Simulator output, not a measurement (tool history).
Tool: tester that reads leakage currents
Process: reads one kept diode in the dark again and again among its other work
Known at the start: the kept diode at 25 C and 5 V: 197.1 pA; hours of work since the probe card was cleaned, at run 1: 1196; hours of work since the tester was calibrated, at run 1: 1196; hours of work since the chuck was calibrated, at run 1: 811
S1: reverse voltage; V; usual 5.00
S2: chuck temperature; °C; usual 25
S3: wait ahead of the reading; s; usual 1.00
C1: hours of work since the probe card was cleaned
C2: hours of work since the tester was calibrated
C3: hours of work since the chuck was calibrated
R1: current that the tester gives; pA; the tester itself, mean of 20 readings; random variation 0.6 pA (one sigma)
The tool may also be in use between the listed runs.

run 1 hour=0.0 | S1=5.00 S2=25 S3=1.00 | C1=1196 C2=1196 C3=811 | R1=197.87
run 2 hour=138.8 | S1=5.00 S2=25 S3=1.00 | C1=1295 C2=1295 C3=911 | R1=198.59
run 3 hour=277.7 | S1=5.00 S2=25 S3=2.14 | C1=1394 C2=1394 C3=1010 | R1=198.26
-- hour=320.7 probe card cleaned and baked
run 4 hour=414.4 | S1=5.00 S2=28 S3=2.14 | C1=67 C2=1490 C3=1105 | R1=259.92
run 5 hour=513.2 | S1=5.00 S2=28 S3=2.14 | C1=138 C2=1561 C3=1176 | R1=261.22
run 6 hour=649.8 | S1=5.00 S2=28 S3=2.14 | C1=235 C2=1658 C3=1274 | R1=260.21
run 7 hour=732.6 | S1=5.00 S2=28 S3=1.15 | C1=294 C2=1717 C3=1333 | R1=260.33
run 8 hour=828.3 | S1=5.00 S2=25 S3=1.00 | C1=363 C2=1786 C3=1401 | R1=197.85
run 9 hour=913.3 | S1=5.00 S2=25 S3=1.00 | C1=423 C2=1846 C3=1462 | R1=199.54
run 10 hour=1034.4 | S1=5.00 S2=25 S3=1.00 | C1=510 C2=1933 C3=1548 | R1=198.75
-- hour=1106.0 chuck's temperature calibrated
run 11 hour=1128.6 | S1=5.00 S2=25 S3=1.00 | C1=576 C2=1999 C3=16 | R1=198.61
run 12 hour=1220.6 | S1=5.00 S2=25 S3=1.00 | C1=641 C2=2064 C3=82 | R1=197.45
run 13 hour=1356.3 | S1=5.00 S2=25 S3=1.00 | C1=738 C2=2161 C3=179 | R1=198.34
run 14 hour=1461.8 | S1=5.00 S2=21 S3=4.99 | C1=814 C2=2237 C3=254 | R1=136.19
run 15 hour=1571.4 | S1=5.00 S2=31 S3=2.63 | C1=892 C2=2315 C3=332 | R1=339.30
run 16 hour=1658.9 | S1=5.00 S2=25 S3=9.07 | C1=954 C2=2377 C3=395 | R1=197.73
run 17 hour=1762.3 | S1=7.40 S2=46 S3=6.93 | C1=1028 C2=2451 C3=469 | R1=1377.66
run 18 hour=1907.0 | S1=7.40 S2=46 S3=6.93 | C1=1132 C2=2555 C3=572 | R1=1375.38
run 19 hour=2044.3 | S1=1.03 S2=57 S3=6.93 | C1=1230 C2=2653 C3=670 | R1=1569.19
run 20 hour=2173.4 | S1=8.32 S2=22 S3=1.73 | C1=1322 C2=2745 C3=762 | R1=180.88
run 21 hour=2245.3 | S1=7.16 S2=42 S3=1.45 | C1=1373 C2=2796 C3=814 | R1=981.63
-- hour=2311.0 probe card cleaned and baked
run 22 hour=2361.1 | S1=7.16 S2=42 S3=1.45 | C1=36 C2=2877 C3=894 | R1=984.22
run 23 hour=2428.9 | S1=16.21 S2=55 S3=9.94 | C1=84 C2=2925 C3=943 | R1=3690.24
-- hour=2467.8 tester calibrated
run 24 hour=2548.2 | S1=7.88 S2=25 S3=5.26 | C1=168 C2=57 C3=1027 | R1=233.00
run 25 hour=2651.7 | S1=5.25 S2=25 S3=1.97 | C1=242 C2=131 C3=1101 | R1=201.11

Forecast each of these 5 alternatives for the next run:
run A hour=2742.7 | S1=9.95 S2=28 S3=1.97 | C1=307 C2=196 C3=1166 | R1=?
run B hour=2742.7 | S1=9.42 S2=39 S3=0.67 | C1=307 C2=196 C3=1166 | R1=?
run C hour=2742.7 | S1=3.62 S2=25 S3=6.06 | C1=307 C2=196 C3=1166 | R1=?
run D hour=2742.7 | S1=5.25 S2=25 S3=9.69 | C1=307 C2=196 C3=1166 | R1=?
run E hour=2742.7 | S1=3.83 S2=42 S3=0.73 | C1=307 C2=196 C3=1166 | R1=?

run=A R1=335.63
run=B R1=848.48
run=C R1=175.41
run=D R1=201.09
run=E R1=779.62
Without the tool's hidden state the same runs would have given:
run=A R1=335.06
run=B R1=847.16
run=C R1=175.11
run=D R1=200.74
run=E R1=778.44
